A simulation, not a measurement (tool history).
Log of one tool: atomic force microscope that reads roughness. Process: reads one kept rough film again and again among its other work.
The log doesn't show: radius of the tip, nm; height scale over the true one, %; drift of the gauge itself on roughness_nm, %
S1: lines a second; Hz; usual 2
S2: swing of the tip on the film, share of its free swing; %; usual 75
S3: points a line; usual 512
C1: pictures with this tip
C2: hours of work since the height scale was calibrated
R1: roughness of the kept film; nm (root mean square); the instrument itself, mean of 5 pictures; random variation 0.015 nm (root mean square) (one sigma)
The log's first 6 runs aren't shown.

run 7 hour=271.8 | S1=2 S2=67 S3=512 | C1=152 C2=1585 | R1=2.15
-- hour=316 new tip fitted
run 8 hour=337.9 | S1=3.15 S2=75 S3=512 | C1=28 C2=1632 | R1=3.021
run 9 hour=368.3 | S1=3.15 S2=75 S3=512 | C1=67 C2=1654 | R1=2.564
run 10 hour=411.9 | S1=3.15 S2=75 S3=294 | C1=124 C2=1685 | R1=2.114
run 11 hour=440.6 | S1=2 S2=62 S3=512 | C1=161 C2=1706 | R1=2.092
-- hour=474 new tip fitted
run 12 hour=496.5 | S1=2 S2=62 S3=512 | C1=29 C2=1745 | R1=3.171
run 13 hour=558.8 | S1=2 S2=73 S3=512 | C1=109 C2=1790 | R1=2.316
run 14 hour=612.1 | S1=2 S2=73 S3=512 | C1=178 C2=1828 | R1=1.901
-- hour=634.3 new tip fitted
run 15 hour=677.1 | S1=2 S2=73 S3=512 | C1=56 C2=1875 | R1=2.843
run 16 hour=743.3 | S1=2 S2=75 S3=944 | C1=141 C2=1922 | R1=2.17
-- hour=796.5 new tip fitted
run 17 hour=809.9 | S1=2 S2=75 S3=944 | C1=18 C2=1970 | R1=3.328
run 18 hour=864.9 | S1=2 S2=75 S3=944 | C1=89 C2=2009 | R1=2.481
run 19 hour=910.1 | S1=2 S2=75 S3=512 | C1=147 C2=2042 | R1=2.051
-- hour=954.6 new tip fitted
run 20 hour=972.9 | S1=2 S2=79 S3=322 | C1=24 C2=2087 | R1=3.118
run 21 hour=1012.9 | S1=1.36 S2=69 S3=489 | C1=76 C2=2115 | R1=2.748
run 22 hour=1079.3 | S1=1.36 S2=69 S3=489 | C1=162 C2=2163 | R1=2.065
-- hour=1113.7 new tip fitted
run 23 hour=1126.6 | S1=0.92 S2=62 S3=401 | C1=17 C2=2197 | R1=3.481
run 24 hour=1160.9 | S1=0.99 S2=86 S3=341 | C1=62 C2=2221 | R1=2.733
run 25 hour=1192.3 | S1=0.54 S2=84 S3=421 | C1=102 C2=2244 | R1=2.43

Run 26 comes next. What will it give?
-- hour=1240.3 height scale calibrated on a step standard
run 26 hour=1252 | S1=0.54 S2=84 S3=421 | C1=178 C2=8 | R1=?

Run 26 gave R1 1.888 nm (root mean square).
Without the tool's hidden state the same run would have given R1 3.656 nm (root mean square).
